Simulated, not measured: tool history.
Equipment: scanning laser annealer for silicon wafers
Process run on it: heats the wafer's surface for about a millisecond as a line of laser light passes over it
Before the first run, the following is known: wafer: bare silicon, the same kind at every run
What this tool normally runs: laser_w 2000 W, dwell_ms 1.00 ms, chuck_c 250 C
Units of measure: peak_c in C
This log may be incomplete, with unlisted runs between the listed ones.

| run | hour | laser_w | dwell_ms | chuck_c | peak_c |
|---|---|---|---|---|---|
| 1 | 0.0 | 2000 | 1.00 | 250 | 937 |
| 2 | 34.7 | 2000 | 1.00 | 250 | 933 |
| 3 | 81.1 | 2000 | 1.00 | 250 | 932 |
|  | 117.1 | window over the wafer cleaned |
| 4 | 154.9 | 2000 | 1.00 | 250 | 956 |
| 5 | 198.1 | 2000 | 1.00 | 250 | 954 |
| 6 | 247.1 | 2000 | 0.94 | 250 | 931 |
| 7 | 320.2 | 2000 | 0.94 | 250 | 929 |
| 8 | 372.6 | 2000 | 0.94 | 250 | 926 |
|  | 394.4 | optics aligned, line set to its width |
| 9 | 441.1 | 2000 | 0.94 | 250 | 950 |
| 10 | 497.9 | 2000 | 1.00 | 250 | 971 |
| 11 | 561.6 | 2000 | 1.00 | 250 | 968 |
| 12 | 610.9 | 2000 | 1.00 | 275 | 990 |
| 13 | 685.0 | 2000 | 1.07 | 284 | 1021 |
| 14 | 735.1 | 2000 | 1.00 | 212 | 926 |
| 15 | 773.9 | 1914 | 1.00 | 250 | 926 |
| 16 | 813.2 | 1775 | 1.00 | 241 | 854 |
| 17 | 856.9 | 2021 | 1.00 | 227 | 943 |
| 18 | 909.8 | 2131 | 1.00 | 250 | 1016 |
| 19 | 944.1 | 1753 | 1.23 | 220 | 884 |
| 20 | 982.8 | 1708 | 0.98 | 225 | 802 |
| 21 | 1057.7 | 1835 | 0.83 | 265 | 844 |
| 22 | 1101.4 | 1835 | 0.83 | 211 | 787 |

What will run 23 give?
| 23 | 1151.8 | 1835 | 0.83 | 211 | ? |

{"run 23": {"peak_c": 786}}
Were there no unlogged condition in the tool, this run, its random variation unchanged, would have produced peak_c 806 C.
